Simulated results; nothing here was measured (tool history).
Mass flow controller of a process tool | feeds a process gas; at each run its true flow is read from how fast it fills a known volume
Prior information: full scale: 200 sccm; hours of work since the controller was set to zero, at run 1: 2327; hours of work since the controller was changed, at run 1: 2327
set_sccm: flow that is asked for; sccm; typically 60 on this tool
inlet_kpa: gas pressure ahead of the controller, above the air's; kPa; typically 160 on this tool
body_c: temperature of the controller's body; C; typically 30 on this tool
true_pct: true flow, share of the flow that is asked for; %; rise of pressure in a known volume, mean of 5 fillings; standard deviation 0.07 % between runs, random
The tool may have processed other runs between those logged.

run	hour	set_sccm	inlet_kpa	body_c	hours of work since the controller was set to zero	hours of work since the controller was changed	true_pct
1	0.0	60	160	30	2327	2327	96.27
2	311.8	60	243	30	2514	2514	95.65
3	802.5	60	243	30	2808	2808	95.49
4	1253.0	33	243	30	3078	3078	93.36
5	1605.7	33	243	30	3289	3289	93.23
6	2053.9	33	169	30	3558	3558	93.25
7	2582.9	33	169	30	3874	3874	92.80
8	3135.1	60	160	30	4205	4205	94.95
9	3384.5	60	160	30	4355	4355	94.86
10	3711.5	118	160	30	4550	4550	96.84
11	4232.1	118	160	30	4862	4862	96.54
12	4795.8	118	160	30	5200	5200	96.55
13	5372.0	118	160	30	5545	5545	96.33
14	5697.5	118	160	30	5740	5740	96.06
15	6175.1	118	160	30	6026	6026	96.21
16	6530.8	60	160	30	6239	6239	93.34
17	6889.9	60	160	30	6454	6454	93.21
18	7335.2	60	160	30	6721	6721	93.15
19	7573.8	60	160	30	6864	6864	92.95
# hour 7665.5: controller's zero set anew
20	7821.9	60	160	22	94	7012	97.29
21	8329.4	60	160	22	398	7316	97.26
22	8731.3	60	160	30	638	7557	96.58
23	9213.1	28	160	30	927	7845	95.48
24	9623.2	60	160	22	1173	8091	96.55
25	9925.9	60	160	22	1354	8272	96.40
26	10175.1	60	160	23	1503	8421	96.32
27	10654.5	60	160	23	1790	8708	96.07
28	11221.0	40	160	36	2130	9048	94.39
29	11478.8	23	160	28	2284	9202	92.63
30	11833.4	23	160	28	2496	9415	92.36
31	12119.9	60	160	24	2668	9586	95.40
32	12415.4	60	160	23	2845	9763	95.32
33	12826.1	174	160	29	3091	10009	97.56
# hour 12939.5: controller exchanged for a calibrated one
34	13125.1	36	223	27	111	111	97.13
35	13674.2	36	223	27	440	440	96.80
36	14102.0	143	160	21	696	696	99.06
37	14678.4	172	212	20	1041	1041	99.11
38	15090.2	82	160	20	1288	1288	97.77
39	15585.1	91	160	34	1585	1585	97.36
40	16122.4	91	160	34	1906	1906	97.09
41	16599.8	60	160	37	2192	2192	95.95
42	17022.5	80	187	36	2445	2445	96.44
43	17325.2	80	187	36	2627	2627	96.21
44	17659.8	80	187	36	2827	2827	96.12
45	18138.6	80	187	36	3114	3114	95.77
46	18396.8	85	160	30	3269	3269	96.27
47	18931.1	85	160	30	3589	3589	96.25

Describe how what the log doesn't record of the tool's condition differs between the last listed run preceding each entry between runs and the first listed run following it.
Between runs 19 and 20: controller's zero set anew (hour 7665.5)
  flow at rest that the sensor doesn't see, % of full scale: -1.247 -> -0.035; true flow over the shown one, %: -1.2 -> -1.22
  measured value less the no-hidden-state value, true_pct: -5.36 -> -1.33 %
Between runs 33 and 34: controller exchanged for a calibrated one (hour 12939.5)
  flow at rest that the sensor doesn't see, % of full scale: -0.564 -> -0.047; true flow over the shown one, %: -1.61 -> -0.35
  measured value less the no-hidden-state value, true_pct: -2.26 -> -0.61 %

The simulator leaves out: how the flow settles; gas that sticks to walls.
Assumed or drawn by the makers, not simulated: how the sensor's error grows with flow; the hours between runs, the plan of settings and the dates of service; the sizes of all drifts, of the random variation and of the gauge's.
